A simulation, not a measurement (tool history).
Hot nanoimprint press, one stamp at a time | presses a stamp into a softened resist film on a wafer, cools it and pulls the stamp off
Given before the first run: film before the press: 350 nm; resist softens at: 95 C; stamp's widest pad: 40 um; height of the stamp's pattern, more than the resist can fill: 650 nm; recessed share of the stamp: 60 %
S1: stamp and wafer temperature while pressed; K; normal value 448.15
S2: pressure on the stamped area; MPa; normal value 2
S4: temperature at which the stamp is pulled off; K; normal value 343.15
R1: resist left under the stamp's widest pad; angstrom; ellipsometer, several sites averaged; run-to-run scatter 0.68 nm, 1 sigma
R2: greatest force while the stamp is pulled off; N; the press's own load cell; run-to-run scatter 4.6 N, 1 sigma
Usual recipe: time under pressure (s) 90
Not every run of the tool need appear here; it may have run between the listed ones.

Run 1, day 0: usual settings. Result: R1 1998 angstrom, R2 225 N.
At day 0.525: stamp cleaned and given a new release coat.
Run 2, day 2.688: usual settings. Result: R1 1989 angstrom, R2 226 N.
Run 3, day 5.879: usual settings. Result: R1 1985 angstrom, R2 221 N.
Run 4, day 7.454: usual settings. Result: R1 1983 angstrom, R2 226 N.
Run 5, day 8.9: usual settings but S1 452.15 K. Result: R1 1726 angstrom, R2 220 N.
Run 6, day 11.533: usual settings but S1 452.15 K. Result: R1 1710 angstrom, R2 226 N.
At day 13.354: plate thermocouple calibrated.
Run 7, day 14.092: usual settings but S1 452.15 K. Result: R1 1720 angstrom, R2 230 N.
Run 8, day 16.917: usual settings but S1 452.15 K. Result: R1 1718 angstrom, R2 226 N.
Run 9, day 18.55: usual settings. Result: R1 1974 angstrom, R2 223 N.
Run 10, day 21.642: usual settings. Result: R1 1979 angstrom, R2 231 N.
Run 11, day 24.133: usual settings. Result: R1 1981 angstrom, R2 228 N.
At day 24.758: press's hydraulic seals changed and the load cell set to zero.
Run 12, day 27.675: usual settings. Result: R1 1982 angstrom, R2 221 N.
Run 13, day 29.125: usual settings but S1 455.15 K, S2 1.39 MPa, time under pressure (s) 65, S4 350.15 K. Result: R1 2029 angstrom, R2 216 N.
Run 14, day 31.417: usual settings but S1 450.15 K, time under pressure (s) 160. Result: R1 1503 angstrom, R2 225 N.
Run 15, day 33.467: usual settings but S2 2.28 MPa, time under pressure (s) 53. Result: R1 2211 angstrom, R2 232 N.
At day 34.721: plate thermocouple calibrated.
At day 35.792: stamp cleaned and given a new release coat.
Run 16, day 36.158: usual settings but S1 443.15 K. Result: R1 2312 angstrom, R2 231 N.
Run 17, day 38.888: usual settings but time under pressure (s) 154. Result: R1 1631 angstrom, R2 224 N.
Run 18, day 40.438: usual settings but S1 436.15 K, S4 347.15 K. Result: R1 2776 angstrom, R2 225 N.
Run 19, day 42.146: usual settings but S1 453.15 K, S2 2.34 MPa. Result: R1 1530 angstrom, R2 229 N.
Run 20, day 44.888: usual settings but S1 453.15 K, S2 3.03 MPa, time under pressure (s) 126. Result: R1 1196 angstrom, R2 228 N.
Run 21, day 47.629: usual settings but S1 453.15 K, S2 3.03 MPa, time under pressure (s) 126. Result: R1 1188 angstrom, R2 224 N.
Run 22, day 50.104: usual settings but S1 453.15 K, S2 3.03 MPa, time under pressure (s) 126. Result: R1 1192 angstrom, R2 223 N.
Run 23, day 52.688: usual settings but S2 1.38 MPa, time under pressure (s) 77, S4 350.15 K. Result: R1 2358 angstrom, R2 215 N.

What if the next run were any one of these 5? Each begins from the tool's condition after run 23:
Run A, day 54.646: usual settings but S1 460.15 K, S2 2.05 MPa, time under pressure (s) 58, S4 350.15 K. Result: R1 ?, R2 ?.
Run B, day 54.646: usual settings but S4 337.15 K. Result: R1 ?, R2 ?.
Run C, day 54.646: usual settings but S2 1.8 MPa. Result: R1 ?, R2 ?.
Run D, day 54.646: usual settings but S2 1.34 MPa, time under pressure (s) 92, S4 346.15 K. Result: R1 ?, R2 ?.
Run E, day 54.646: usual settings but S1 442.15 K, S2 3.08 MPa, S4 331.15 K. Result: R1 ?, R2 ?.

run    R1   R2
  A  1501  213
  B  1968  242
  C  2048  222
  D  2271  221
  E  2052  257
Had the tool no hidden state, the same runs would have come out as:
run    R1   R2
  A  1520  211
  B  1992  240
  C  2073  221
  D  2299  219
  E  2076  255
